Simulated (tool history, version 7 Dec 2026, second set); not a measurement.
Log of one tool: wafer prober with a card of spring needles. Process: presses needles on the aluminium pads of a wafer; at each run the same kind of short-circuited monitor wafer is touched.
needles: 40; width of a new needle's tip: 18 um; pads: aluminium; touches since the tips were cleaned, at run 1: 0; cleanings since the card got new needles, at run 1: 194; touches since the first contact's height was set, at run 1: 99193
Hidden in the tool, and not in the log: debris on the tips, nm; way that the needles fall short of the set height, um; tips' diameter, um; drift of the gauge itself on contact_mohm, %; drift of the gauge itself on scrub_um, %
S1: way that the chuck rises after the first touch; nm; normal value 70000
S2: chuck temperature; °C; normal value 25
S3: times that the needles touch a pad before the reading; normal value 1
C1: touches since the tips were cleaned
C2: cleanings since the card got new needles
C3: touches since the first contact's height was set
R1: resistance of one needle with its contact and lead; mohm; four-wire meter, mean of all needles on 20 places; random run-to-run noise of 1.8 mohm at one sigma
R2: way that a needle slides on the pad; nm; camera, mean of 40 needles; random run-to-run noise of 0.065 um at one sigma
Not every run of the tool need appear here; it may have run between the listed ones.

run   hour     S1   S2  S3    C1   C2      C3   R1     R2
  1      0  70000   25   1     0  194   99193  187   9770
       3.7  -- tips cleaned on abrasive film
       8.3  -- tips cleaned on abrasive film
      12.9  -- tips cleaned on abrasive film
      16.6  -- tips cleaned on abrasive film
  2   19.4  70000   25   1  1322  198  108376  187   9670
      20.4  -- tips cleaned on abrasive film
        25  -- tips cleaned on abrasive film
      28.7  -- tips cleaned on abrasive film
      33.3  -- tips cleaned on abrasive film
  3   35.7  70000   25   1  1184  202  116111  184   9710
      37.7  -- tips cleaned on abrasive film
      42.3  -- tips cleaned on abrasive film
        46  -- tips cleaned on abrasive film
      50.6  -- tips cleaned on abrasive film
  4     54  70000   25   1  1633  206  124730  187   9720
        55  -- tips cleaned on abrasive film
      58.7  -- tips cleaned on abrasive film
      62.4  -- tips cleaned on abrasive film
  5   64.4  70000   25   1   971  209  129630  183   9740
      66.3  -- tips cleaned on abrasive film
        70  -- tips cleaned on abrasive film
      74.6  -- tips cleaned on abrasive film
      79.2  -- tips cleaned on abrasive film
      82.9  -- tips cleaned on abrasive film
  6   83.6  70000   25   1   344  214  138694  183   9770
      87.3  -- tips cleaned on abrasive film
        91  -- tips cleaned on abrasive film
      95.6  -- tips cleaned on abrasive film
  7   96.4  67000   25   1   387  217  144750  188   9270
     100.1  -- tips cleaned on abrasive film
     103.1  -- height of the first contact set anew
       105  -- tips cleaned on abrasive film
     109.6  -- tips cleaned on abrasive film
     113.8  -- tips cleaned on abrasive film
  8  113.8  67000   25   1     0  221    5037  188   9260
     118.4  -- tips cleaned on abrasive film
     122.1  -- tips cleaned on abrasive film
     126.8  -- tips cleaned on abrasive film
     131.4  -- tips cleaned on abrasive film
  9  133.2  70000   25   1   873  225   14205  183   9710
       136  -- tips cleaned on abrasive film
     140.6  -- tips cleaned on abrasive film
     145.2  -- tips cleaned on abrasive film
 10  148.2  70000   25   1  1459  228   21340  184   9700
     149.2  -- tips cleaned on abrasive film
     153.8  -- tips cleaned on abrasive film
     157.5  -- tips cleaned on abrasive film
     162.1  -- tips cleaned on abrasive film
     165.8  -- tips cleaned on abrasive film
     169.9  -- tips cleaned on abrasive film
 11  169.9  70000   25   1     0  234   31564  183   9740
     173.6  -- tips cleaned on abrasive film
     178.2  -- tips cleaned on abrasive film
     182.9  -- tips cleaned on abrasive film
 12    185  70000   25   2  1052  237   38730  185   9770
     186.9  -- tips cleaned on abrasive film
     191.5  -- tips cleaned on abrasive film
     195.2  -- tips cleaned on abrasive film
 13  198.1  70000   25   1  1383  240   44915  188   9780
     199.1  -- tips cleaned on abrasive film
     202.8  -- tips cleaned on abrasive film
     207.4  -- tips cleaned on abrasive film
       212  -- tips cleaned on abrasive film
 14  215.6  57000   36   1  1745  244   53212  192   7930
     216.6  -- tips cleaned on abrasive film
     221.3  -- tips cleaned on abrasive film
     225.9  -- tips cleaned on abrasive film
 15  226.5  53000   37   2   314  247   58329  196   7370
     230.2  -- tips cleaned on abrasive film
     233.9  -- tips cleaned on abrasive film
     238.5  -- tips cleaned on abrasive film
     242.2  -- tips cleaned on abrasive film
 16  245.1  51000   90   1  1389  251   67141  215   7150
     246.1  -- tips cleaned on abrasive film
     250.7  -- tips cleaned on abrasive film
     255.3  -- tips cleaned on abrasive film
     259.1  -- tips cleaned on abrasive film
 17  260.4  85000   25   2   642  255   74337  178  11820
     263.2  -- tips cleaned on abrasive film
     266.9  -- tips cleaned on abrasive film
     271.5  -- tips cleaned on abrasive film
     276.1  -- tips cleaned on abrasive film
 18  277.2  88000  101   1   542  259   82299  193  12250
       280  -- tips cleaned on abrasive film
     283.7  -- tips cleaned on abrasive film
     287.4  -- tips cleaned on abrasive film
 19  290.3  51000   59   1  1405  262   88499  204   7060
     291.3  -- tips cleaned on abrasive film
       295  -- tips cleaned on abrasive film
     299.7  -- tips cleaned on abrasive film
 20    301  51000   59   1   644  265   93507  206   7120
     303.8  -- tips cleaned on abrasive film
     308.4  -- tips cleaned on abrasive film
 21  310.1  89000   32   3   801  267   97801  182  12290
     312.9  -- tips cleaned on abrasive film
     316.6  -- tips cleaned on abrasive film
 22  320.1  70000   40   2  1692  269  102550  190   9720
     321.1  -- tips cleaned on abrasive film
     324.8  -- tips cleaned on abrasive film
     329.4  -- tips cleaned on abrasive film
 23  332.8  70000   40   2  1653  272  108569  188   9760
     333.8  -- tips cleaned on abrasive film
     338.4  -- tips cleaned on abrasive film
       343  -- tips cleaned on abrasive film
 24  344.8  70000   40   1   890  275  114256  190   9800
     346.7  -- tips cleaned on abrasive film
     350.4  -- tips cleaned on abrasive film
     354.1  -- tips cleaned on abrasive film
 25  357.3  70000   40   1  1506  278  120122  188   9790
     358.3  -- tips cleaned on abrasive film
     362.9  -- tips cleaned on abrasive film
     367.5  -- tips cleaned on abrasive film
 26  369.5  70000   40   1   980  281  125895  188   9700

Here are 4 independent what-if runs from the current tool condition. What would each one return?
     371.4  -- tips cleaned on abrasive film
     375.1  -- tips cleaned on abrasive film
     379.7  -- tips cleaned on abrasive film
     384.3  -- tips cleaned on abrasive film
  A  384.5  70000  93   2  73  285  132957   ?   ?
     371.4  -- tips cleaned on abrasive film
     375.1  -- tips cleaned on abrasive film
     379.7  -- tips cleaned on abrasive film
     384.3  -- tips cleaned on abrasive film
  B  384.5  72000  87   1  73  285  132957   ?   ?
     371.4  -- tips cleaned on abrasive film
     375.1  -- tips cleaned on abrasive film
     379.7  -- tips cleaned on abrasive film
     384.3  -- tips cleaned on abrasive film
  C  384.5  89000  93   1  73  285  132957   ?   ?
     371.4  -- tips cleaned on abrasive film
     375.1  -- tips cleaned on abrasive film
     379.7  -- tips cleaned on abrasive film
     384.3  -- tips cleaned on abrasive film
  D  384.5  70000  50   1  73  285  132957   ?   ?

run   R1     R2
  A  201   9730
  B  199   9950
  C  193  12490
  D  188   9780
What these runs would have given with no unlogged condition in the tool:
run   R1     R2
  A  201   9740
  B  199   9950
  C  192  12500
  D  187   9780
